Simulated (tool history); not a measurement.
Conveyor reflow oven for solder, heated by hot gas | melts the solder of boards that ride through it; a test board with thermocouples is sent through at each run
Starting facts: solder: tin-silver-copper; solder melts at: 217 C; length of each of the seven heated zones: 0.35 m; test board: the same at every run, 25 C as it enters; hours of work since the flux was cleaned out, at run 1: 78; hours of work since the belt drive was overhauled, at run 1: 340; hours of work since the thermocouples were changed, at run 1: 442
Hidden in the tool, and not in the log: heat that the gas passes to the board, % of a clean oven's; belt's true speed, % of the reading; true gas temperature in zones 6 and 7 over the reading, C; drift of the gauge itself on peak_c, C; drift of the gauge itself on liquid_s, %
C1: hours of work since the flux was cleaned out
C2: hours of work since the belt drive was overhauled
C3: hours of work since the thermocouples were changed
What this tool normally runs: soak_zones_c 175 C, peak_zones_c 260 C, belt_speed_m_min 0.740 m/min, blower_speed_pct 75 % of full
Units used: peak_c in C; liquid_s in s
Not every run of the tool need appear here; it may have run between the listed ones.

Run 1, day 0.000: usual settings; C1 78; C2 340; C3 442. Result: peak_c 247.8 C, liquid_s 40.9 s.
Run 2, day 0.475: usual settings; C1 86; C2 348; C3 450. Result: peak_c 247.9 C, liquid_s 40.9 s.
Run 3, day 1.112: usual settings but belt_speed_m_min 0.721 m/min; C1 97; C2 358; C3 460. Result: peak_c 248.6 C, liquid_s 42.7 s.
Run 4, day 1.808: usual settings but belt_speed_m_min 0.721 m/min; C1 108; C2 370; C3 472. Result: peak_c 248.5 C, liquid_s 42.4 s.
Run 5, day 2.350: usual settings; C1 117; C2 379; C3 481. Result: peak_c 248.0 C, liquid_s 40.7 s.
Run 6, day 3.033: usual settings but soak_zones_c 160 C, peak_zones_c 274 C, belt_speed_m_min 0.652 m/min, blower_speed_pct 61 % of full; C1 128; C2 390; C3 492. Result: peak_c 259.2 C, liquid_s 48.9 s.
Run 7, day 3.838: usual settings but belt_speed_m_min 0.850 m/min, blower_speed_pct 53 % of full; C1 141; C2 403; C3 505. Result: peak_c 237.9 C, liquid_s 26.9 s.
Run 8, day 4.408: usual settings but soak_zones_c 165 C, belt_speed_m_min 0.850 m/min, blower_speed_pct 53 % of full; C1 151; C2 412; C3 514. Result: peak_c 235.2 C, liquid_s 22.7 s.
Run 9, day 4.929: usual settings but blower_speed_pct 65 % of full; C1 159; C2 421; C3 523. Result: peak_c 245.4 C, liquid_s 39.0 s.
Run 10, day 5.450: usual settings but belt_speed_m_min 0.879 m/min, blower_speed_pct 87 % of full; C1 168; C2 429; C3 532. Result: peak_c 244.7 C, liquid_s 32.0 s.

Consider 4 possible next runs. They are alternatives, not a sequence: every one starts from the tool as it was left by run 10. What does each give?
Run A, day 6.154: usual settings but soak_zones_c 171 C; C1 179; C2 441; C3 543. Result: peak_c ?, liquid_s ?.
Run B, day 6.154: usual settings but soak_zones_c 180 C, peak_zones_c 251 C, belt_speed_m_min 0.873 m/min, blower_speed_pct 87 % of full; C1 179; C2 441; C3 543. Result: peak_c ?, liquid_s ?.
Run C, day 6.154: usual settings but soak_zones_c 162 C, belt_speed_m_min 0.879 m/min, blower_speed_pct 87 % of full; C1 179; C2 441; C3 543. Result: peak_c ?, liquid_s ?.
Run D, day 6.154: usual settings but soak_zones_c 189 C, belt_speed_m_min 0.719 m/min; C1 179; C2 441; C3 543. Result: peak_c ?, liquid_s ?.

run  peak_c  liquid_s
  A   247.2      39.3
  B   238.0      29.7
  C   242.3      27.7
  D   250.2      48.1
What these runs would have given with no unlogged condition in the tool:
run  peak_c  liquid_s
  A   247.4      39.6
  B   238.3      30.2
  C   243.0      28.4
  D   250.2      48.1

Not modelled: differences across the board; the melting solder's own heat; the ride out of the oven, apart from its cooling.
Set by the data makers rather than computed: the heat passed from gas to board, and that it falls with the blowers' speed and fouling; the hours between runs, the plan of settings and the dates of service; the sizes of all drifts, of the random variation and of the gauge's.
